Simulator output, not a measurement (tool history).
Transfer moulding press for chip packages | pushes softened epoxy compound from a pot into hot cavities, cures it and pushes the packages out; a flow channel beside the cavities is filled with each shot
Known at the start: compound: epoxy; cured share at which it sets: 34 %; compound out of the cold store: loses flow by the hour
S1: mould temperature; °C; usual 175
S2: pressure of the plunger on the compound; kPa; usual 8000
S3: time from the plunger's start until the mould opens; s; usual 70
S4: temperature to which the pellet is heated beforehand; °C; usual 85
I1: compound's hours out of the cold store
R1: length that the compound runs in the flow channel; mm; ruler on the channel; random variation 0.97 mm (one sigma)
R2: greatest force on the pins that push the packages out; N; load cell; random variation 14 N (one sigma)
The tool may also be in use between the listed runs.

{"run": 1, "day": 0.0, "S1": 175, "S2": 8000, "S3": 70, "S4": 85, "I1": 45.4, "R1": 516.3, "R2": 933}
{"day": 0.588, "done": "plunger's sealing rings changed"}
{"run": 2, "day": 0.833, "S1": 175, "S2": 8960, "S3": 70, "S4": 85, "I1": 16, "R1": 608.7, "R2": 1195}
{"day": 1.512, "done": "cavities cleaned with cleaning compound and waxed"}
{"run": 3, "day": 1.571, "S1": 175, "S2": 8960, "S3": 70, "S4": 85, "I1": 21, "R1": 603.3, "R2": 764}
{"run": 4, "day": 2.283, "S1": 180, "S2": 8000, "S3": 70, "S4": 85, "I1": 28.3, "R1": 548, "R2": 814}
{"run": 5, "day": 2.833, "S1": 180, "S2": 8000, "S3": 70, "S4": 82, "I1": 41.6, "R1": 524.8, "R2": 922}
{"run": 6, "day": 3.179, "S1": 175, "S2": 8000, "S3": 50, "S4": 85, "I1": 8.1, "R1": 586.4, "R2": 3271}
{"day": 3.433, "done": "cavities cleaned with cleaning compound and waxed"}
{"run": 7, "day": 3.846, "S1": 175, "S2": 8000, "S3": 110, "S4": 85, "I1": 20.6, "R1": 565.6, "R2": 595}
{"run": 8, "day": 4.246, "S1": 175, "S2": 8000, "S3": 110, "S4": 85, "I1": 17.1, "R1": 570.7, "R2": 664}
{"run": 9, "day": 4.575, "S1": 175, "S2": 8000, "S3": 74, "S4": 85, "I1": 40.1, "R1": 534.6, "R2": 974}
{"run": 10, "day": 4.95, "S1": 175, "S2": 8000, "S3": 74, "S4": 85, "I1": 47.7, "R1": 521.8, "R2": 1033}
{"day": 5.35, "done": "cavities cleaned with cleaning compound and waxed"}
{"run": 11, "day": 5.625, "S1": 175, "S2": 8000, "S3": 70, "S4": 85, "I1": 23.9, "R1": 557, "R2": 875}
{"run": 12, "day": 6.296, "S1": 175, "S2": 8000, "S3": 70, "S4": 85, "I1": 44.7, "R1": 524.6, "R2": 1106}
{"run": 13, "day": 6.921, "S1": 175, "S2": 8000, "S3": 70, "S4": 87, "I1": 9.6, "R1": 579.3, "R2": 1305}
{"day": 7.242, "done": "cavities cleaned with cleaning compound and waxed"}
{"run": 14, "day": 7.412, "S1": 175, "S2": 8000, "S3": 70, "S4": 87, "I1": 21.1, "R1": 558.9, "R2": 848}
{"run": 15, "day": 7.854, "S1": 175, "S2": 8000, "S3": 70, "S4": 87, "I1": 11.1, "R1": 574.6, "R2": 1056}
{"run": 16, "day": 8.5, "S1": 182, "S2": 8000, "S3": 70, "S4": 83, "I1": 11.2, "R1": 565.9, "R2": 894}
{"run": 17, "day": 8.817, "S1": 178, "S2": 7950, "S3": 93, "S4": 83, "I1": 16.7, "R1": 560, "R2": 779}
{"day": 9.146, "done": "cavities cleaned with cleaning compound and waxed"}
{"run": 18, "day": 9.429, "S1": 172, "S2": 8000, "S3": 60, "S4": 85, "I1": 45.7, "R1": 522.2, "R2": 1512}
{"run": 19, "day": 10.096, "S1": 172, "S2": 8000, "S3": 60, "S4": 85, "I1": 47.1, "R1": 521.7, "R2": 1939}
{"day": 10.238, "done": "mould's thermocouples calibrated"}
{"run": 20, "day": 10.592, "S1": 174, "S2": 8000, "S3": 70, "S4": 85, "I1": 27.3, "R1": 547.2, "R2": 1369}
{"run": 21, "day": 11.038, "S1": 171, "S2": 8000, "S3": 85, "S4": 85, "I1": 42.7, "R1": 528.5, "R2": 1065}
{"day": 11.154, "done": "cavities cleaned with cleaning compound and waxed"}
{"day": 11.604, "done": "plunger's sealing rings changed"}
{"run": 22, "day": 11.833, "S1": 171, "S2": 8000, "S3": 85, "S4": 85, "I1": 17.3, "R1": 583, "R2": 891}
{"run": 23, "day": 12.346, "S1": 177, "S2": 8000, "S3": 70, "S4": 85, "I1": 27.6, "R1": 557.2, "R2": 1088}
{"day": 13.162, "done": "cavities cleaned with cleaning compound and waxed"}
{"run": 24, "day": 13.179, "S1": 177, "S2": 8000, "S3": 70, "S4": 85, "I1": 32.8, "R1": 544.9, "R2": 634}
{"day": 13.512, "done": "mould's thermocouples calibrated, once more"}
{"run": 25, "day": 13.767, "S1": 167, "S2": 7850, "S3": 70, "S4": 85, "I1": 20.6, "R1": 573.7, "R2": 1695}
{"run": 26, "day": 14.35, "S1": 175, "S2": 8630, "S3": 56, "S4": 85, "I1": 13.4, "R1": 600.6, "R2": 2155}
{"run": 27, "day": 14.725, "S1": 175, "S2": 8000, "S3": 85, "S4": 85, "I1": 42.1, "R1": 532, "R2": 840}
{"day": 15.162, "done": "cavities cleaned with cleaning compound and waxed"}
{"run": 28, "day": 15.333, "S1": 175, "S2": 8000, "S3": 85, "S4": 82, "I1": 42.3, "R1": 530.4, "R2": 559}

3 ways to go on from here, each from the tool as it stands after run 28. What would each give?
{"run": "A", "day": 15.862, "S1": 182, "S2": 8450, "S3": 109, "S4": 82, "I1": 19.1, "R1": "?", "R2": "?"}
{"run": "B", "day": 15.862, "S1": 183, "S2": 7640, "S3": 70, "S4": 80, "I1": 18.5, "R1": "?", "R2": "?"}
{"run": "C", "day": 15.862, "S1": 175, "S2": 6440, "S3": 56, "S4": 91, "I1": 39.5, "R1": "?", "R2": "?"}

run=A R1=572.8 R2=662
run=B R1=542.8 R2=725
run=C R1=479 R2=1751
Without the tool's hidden state the same runs would have given:
run=A R1=580.1 R2=438
run=B R1=549.7 R2=481
run=C R1=485.1 R2=1161

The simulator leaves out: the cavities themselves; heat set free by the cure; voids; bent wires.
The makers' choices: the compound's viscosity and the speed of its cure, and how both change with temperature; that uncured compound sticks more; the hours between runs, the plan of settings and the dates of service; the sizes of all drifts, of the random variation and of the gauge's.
